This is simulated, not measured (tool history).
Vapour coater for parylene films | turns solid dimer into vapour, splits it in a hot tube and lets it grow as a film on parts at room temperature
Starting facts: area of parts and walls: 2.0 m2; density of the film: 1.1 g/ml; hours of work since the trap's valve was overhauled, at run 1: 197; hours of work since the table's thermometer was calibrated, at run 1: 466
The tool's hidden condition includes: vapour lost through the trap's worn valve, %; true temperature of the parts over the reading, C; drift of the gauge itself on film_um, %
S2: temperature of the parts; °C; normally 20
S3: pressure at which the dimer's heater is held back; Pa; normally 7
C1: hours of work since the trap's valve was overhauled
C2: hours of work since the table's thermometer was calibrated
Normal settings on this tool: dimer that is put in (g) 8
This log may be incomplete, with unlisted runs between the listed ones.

run 1 hour=0 | dimer_that_is_put_in_(g)=8 S2=20 S3=7 | C1=197 C2=466 | thickness_of_the_film_(nm)=1770
run 2 hour=8.9 | dimer_that_is_put_in_(g)=8 S2=20 S3=7 | C1=204 C2=474 | thickness_of_the_film_(nm)=1800
run 3 hour=20.9 | dimer_that_is_put_in_(g)=8 S2=20 S3=7 | C1=215 C2=484 | thickness_of_the_film_(nm)=1800
run 4 hour=30.6 | dimer_that_is_put_in_(g)=8 S2=20 S3=7 | C1=223 C2=493 | thickness_of_the_film_(nm)=1790
run 5 hour=45.6 | dimer_that_is_put_in_(g)=8 S2=19 S3=7 | C1=236 C2=506 | thickness_of_the_film_(nm)=1820
run 6 hour=62.8 | dimer_that_is_put_in_(g)=8 S2=19 S3=7 | C1=251 C2=520 | thickness_of_the_film_(nm)=1790
run 7 hour=74.1 | dimer_that_is_put_in_(g)=8 S2=19 S3=7 | C1=261 C2=530 | thickness_of_the_film_(nm)=1820
run 8 hour=88.5 | dimer_that_is_put_in_(g)=8 S2=20 S3=7 | C1=273 C2=543 | thickness_of_the_film_(nm)=1790
run 9 hour=96.3 | dimer_that_is_put_in_(g)=4 S2=20 S3=7 | C1=280 C2=549 | thickness_of_the_film_(nm)=890
run 10 hour=104.7 | dimer_that_is_put_in_(g)=8 S2=20 S3=3.06 | C1=287 C2=557 | thickness_of_the_film_(nm)=1870
run 11 hour=112.9 | dimer_that_is_put_in_(g)=8 S2=20 S3=3.06 | C1=294 C2=564 | thickness_of_the_film_(nm)=1880
run 12 hour=128.6 | dimer_that_is_put_in_(g)=8 S2=20 S3=9.65 | C1=308 C2=577 | thickness_of_the_film_(nm)=1720
run 13 hour=145.2 | dimer_that_is_put_in_(g)=8 S2=20 S3=9.65 | C1=322 C2=592 | thickness_of_the_film_(nm)=1710
run 14 hour=162.8 | dimer_that_is_put_in_(g)=8 S2=20 S3=9.65 | C1=337 C2=607 | thickness_of_the_film_(nm)=1730
run 15 hour=178.3 | dimer_that_is_put_in_(g)=8 S2=20 S3=9.65 | C1=351 C2=620 | thickness_of_the_film_(nm)=1710
run 16 hour=195.8 | dimer_that_is_put_in_(g)=8 S2=20 S3=7 | C1=366 C2=635 | thickness_of_the_film_(nm)=1750
run 17 hour=203.2 | dimer_that_is_put_in_(g)=8 S2=20 S3=7 | C1=372 C2=642 | thickness_of_the_film_(nm)=1770
run 18 hour=214.9 | dimer_that_is_put_in_(g)=9 S2=19 S3=7 | C1=382 C2=652 | thickness_of_the_film_(nm)=2000
run 19 hour=226.4 | dimer_that_is_put_in_(g)=14 S2=20 S3=8.64 | C1=392 C2=662 | thickness_of_the_film_(nm)=3000
run 20 hour=239.9 | dimer_that_is_put_in_(g)=14 S2=20 S3=8.64 | C1=404 C2=673 | thickness_of_the_film_(nm)=3010
run 21 hour=254.6 | dimer_that_is_put_in_(g)=8 S2=18 S3=8.69 | C1=416 C2=686 | thickness_of_the_film_(nm)=1760
run 22 hour=265.4 | dimer_that_is_put_in_(g)=5 S2=14 S3=4.97 | C1=426 C2=695 | thickness_of_the_film_(nm)=1210
run 23 hour=278.7 | dimer_that_is_put_in_(g)=14 S2=12 S3=2.95 | C1=437 C2=707 | thickness_of_the_film_(nm)=3590
run 24 hour=287.7 | dimer_that_is_put_in_(g)=14 S2=12 S3=2.95 | C1=445 C2=715 | thickness_of_the_film_(nm)=3600
run 25 hour=301.4 | dimer_that_is_put_in_(g)=8 S2=20 S3=7.59 | C1=457 C2=726 | thickness_of_the_film_(nm)=1700
run 26 hour=309 | dimer_that_is_put_in_(g)=8 S2=20 S3=7.59 | C1=463 C2=733 | thickness_of_the_film_(nm)=1700
run 27 hour=320.4 | dimer_that_is_put_in_(g)=8 S2=23 S3=5.01 | C1=473 C2=743 | thickness_of_the_film_(nm)=1670
run 28 hour=333 | dimer_that_is_put_in_(g)=9 S2=23 S3=5.32 | C1=484 C2=754 | thickness_of_the_film_(nm)=1870
run 29 hour=348.6 | dimer_that_is_put_in_(g)=9 S2=23 S3=5.32 | C1=498 C2=767 | thickness_of_the_film_(nm)=1860
run 30 hour=359.3 | dimer_that_is_put_in_(g)=9 S2=23 S3=5.32 | C1=507 C2=776 | thickness_of_the_film_(nm)=1850
run 31 hour=375.1 | dimer_that_is_put_in_(g)=9 S2=16 S3=7 | C1=521 C2=790 | thickness_of_the_film_(nm)=2030
run 32 hour=389.3 | dimer_that_is_put_in_(g)=9 S2=30 S3=6.12 | C1=533 C2=802 | thickness_of_the_film_(nm)=1630

Alternative continuations, all from the tool just after run 32; predict every row:
run A hour=403 | dimer_that_is_put_in_(g)=9 S2=30 S3=7.25 | C1=545 C2=814 | thickness_of_the_film_(nm)=?
run B hour=403 | dimer_that_is_put_in_(g)=7 S2=20 S3=4.44 | C1=545 C2=814 | thickness_of_the_film_(nm)=?
run C hour=403 | dimer_that_is_put_in_(g)=9 S2=13 S3=7 | C1=545 C2=814 | thickness_of_the_film_(nm)=?

run=A thickness_of_the_film_(nm)=1630
run=B thickness_of_the_film_(nm)=1510
run=C thickness_of_the_film_(nm)=2100
With the hidden condition removed and each run's random variation left untouched, the same runs would have given:
run=A thickness_of_the_film_(nm)=1820
run=B thickness_of_the_film_(nm)=1690
run=C thickness_of_the_film_(nm)=2350

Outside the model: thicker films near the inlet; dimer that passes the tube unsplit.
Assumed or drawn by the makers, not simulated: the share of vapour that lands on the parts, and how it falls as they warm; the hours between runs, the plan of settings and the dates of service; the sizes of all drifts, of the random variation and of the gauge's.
